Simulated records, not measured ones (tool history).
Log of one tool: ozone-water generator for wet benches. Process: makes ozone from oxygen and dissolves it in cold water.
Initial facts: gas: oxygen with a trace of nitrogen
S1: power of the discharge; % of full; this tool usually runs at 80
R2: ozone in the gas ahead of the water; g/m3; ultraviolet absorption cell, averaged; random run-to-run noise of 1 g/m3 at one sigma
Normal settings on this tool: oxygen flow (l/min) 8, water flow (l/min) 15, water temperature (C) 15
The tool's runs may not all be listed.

Run 1, hour 0: usual settings. Result: dissolved ozone (ppm) 30.5, R2 173.3 g/m3.
Run 2, hour 15.1: usual settings. Result: dissolved ozone (ppm) 30.3, R2 173.4 g/m3.
Run 3, hour 49.3: usual settings but water temperature (C) 9. Result: dissolved ozone (ppm) 33.7, R2 171.9 g/m3.
Run 4, hour 81.8: usual settings but oxygen flow (l/min) 7.41. Result: dissolved ozone (ppm) 30.3, R2 179.2 g/m3.
Run 5, hour 105.3: usual settings but oxygen flow (l/min) 7.41. Result: dissolved ozone (ppm) 30.1, R2 178.8 g/m3.
Run 6, hour 126.4: usual settings but water temperature (C) 9. Result: dissolved ozone (ppm) 33.5, R2 173.7 g/m3.
Run 7, hour 159.5: usual settings. Result: dissolved ozone (ppm) 29.8, R2 174.1 g/m3.
Run 8, hour 194: usual settings. Result: dissolved ozone (ppm) 29.9, R2 171.8 g/m3.
Run 9, hour 221.6: usual settings but oxygen flow (l/min) 5.04. Result: dissolved ozone (ppm) 30.5, R2 216.5 g/m3.
Run 10, hour 240.4: usual settings but oxygen flow (l/min) 5.04. Result: dissolved ozone (ppm) 30.3, R2 214.1 g/m3.
Run 11, hour 257.7: usual settings but oxygen flow (l/min) 5.04. Result: dissolved ozone (ppm) 30.1, R2 217.9 g/m3.
Run 12, hour 292.4: usual settings but oxygen flow (l/min) 5.04. Result: dissolved ozone (ppm) 30.2, R2 217.4 g/m3.
Run 13, hour 308.7: usual settings but S1 74 % of full. Result: dissolved ozone (ppm) 28.4, R2 162.4 g/m3.
Run 14, hour 335.2: usual settings but S1 74 % of full. Result: dissolved ozone (ppm) 28.4, R2 163.7 g/m3.
Run 15, hour 368.6: usual settings but S1 74 % of full. Result: dissolved ozone (ppm) 28.2, R2 161.3 g/m3.
Run 16, hour 395.5: usual settings but S1 74 % of full. Result: dissolved ozone (ppm) 28.5, R2 161.7 g/m3.
Run 17, hour 417.2: usual settings but S1 43 % of full. Result: dissolved ozone (ppm) 19.2, R2 112.2 g/m3.
Run 18, hour 436.2: usual settings but S1 43 % of full. Result: dissolved ozone (ppm) 19.3, R2 111.6 g/m3.
Run 19, hour 456.8: usual settings but S1 61 % of full, oxygen flow (l/min) 4.69, water flow (l/min) 14, water temperature (C) 11. Result: dissolved ozone (ppm) 28, R2 184.1 g/m3.
Run 20, hour 472.7: usual settings but S1 61 % of full, oxygen flow (l/min) 4.69, water flow (l/min) 14, water temperature (C) 11. Result: dissolved ozone (ppm) 27.8, R2 184.6 g/m3.
Run 21, hour 509.1: usual settings but S1 98 % of full, oxygen flow (l/min) 12.49, water flow (l/min) 10, water temperature (C) 11. Result: dissolved ozone (ppm) 42.7, R2 156.2 g/m3.
Run 22, hour 524.5: usual settings but S1 90 % of full, oxygen flow (l/min) 4.63, water flow (l/min) 10, water temperature (C) 18. Result: dissolved ozone (ppm) 39.9, R2 239.8 g/m3.
Run 23, hour 545.5: usual settings but S1 61 % of full, oxygen flow (l/min) 4.08, water flow (l/min) 9. Result: dissolved ozone (ppm) 35, R2 193.7 g/m3.
Run 24, hour 580.4: usual settings but S1 58 % of full, oxygen flow (l/min) 4.82, water flow (l/min) 23, water temperature (C) 11. Result: dissolved ozone (ppm) 17.7, R2 174 g/m3.
Run 25, hour 609.4: usual settings but S1 58 % of full, oxygen flow (l/min) 4.82, water flow (l/min) 23, water temperature (C) 11. Result: dissolved ozone (ppm) 17.3, R2 173.6 g/m3.
Run 26, hour 635: usual settings but S1 58 % of full, oxygen flow (l/min) 4.82, water flow (l/min) 23, water temperature (C) 18. Result: dissolved ozone (ppm) 15.9, R2 173.7 g/m3.
Run 27, hour 666.7: usual settings but S1 58 % of full, oxygen flow (l/min) 11.85. Result: dissolved ozone (ppm) 22.1, R2 111.9 g/m3.
Run 28, hour 692.1: usual settings but S1 58 % of full, oxygen flow (l/min) 11.85. Result: dissolved ozone (ppm) 22.5, R2 112.4 g/m3.
Run 29, hour 721.3: usual settings but S1 53 % of full, oxygen flow (l/min) 6.92, water flow (l/min) 13. Result: dissolved ozone (ppm) 24.6, R2 136.4 g/m3.
Run 30, hour 746.4: usual settings but water flow (l/min) 14, water temperature (C) 9. Result: dissolved ozone (ppm) 33.7, R2 167.8 g/m3.
Run 31, hour 770.7: usual settings but water flow (l/min) 14, water temperature (C) 9. Result: dissolved ozone (ppm) 34.1, R2 168.2 g/m3.
Run 32, hour 790.7: usual settings but oxygen flow (l/min) 9.73, water flow (l/min) 14, water temperature (C) 11. Result: dissolved ozone (ppm) 32, R2 154.2 g/m3.

Consider 3 possible next runs. They are alternatives, not a sequence: every one starts from the tool as it was left by run 32. What does each give?
Run A, hour 824.9: usual settings but oxygen flow (l/min) 10.52. Result: dissolved ozone (ppm) ?, R2 ?.
Run B, hour 824.9: usual settings but water temperature (C) 10. Result: dissolved ozone (ppm) ?, R2 ?.
Run C, hour 824.9: usual settings but S1 73 % of full, oxygen flow (l/min) 10.41, water flow (l/min) 11, water temperature (C) 11. Result: dissolved ozone (ppm) ?, R2 ?.

run  dissolved ozone (ppm)     R2
  A                     28    147
  B                   31.6  166.8
  C                   33.7  137.9
With no hidden state in the tool, these same runs would have given:
run  dissolved ozone (ppm)     R2
  A                   29.7  153.5
  B                   33.6  174.2
  C                   35.6  143.7

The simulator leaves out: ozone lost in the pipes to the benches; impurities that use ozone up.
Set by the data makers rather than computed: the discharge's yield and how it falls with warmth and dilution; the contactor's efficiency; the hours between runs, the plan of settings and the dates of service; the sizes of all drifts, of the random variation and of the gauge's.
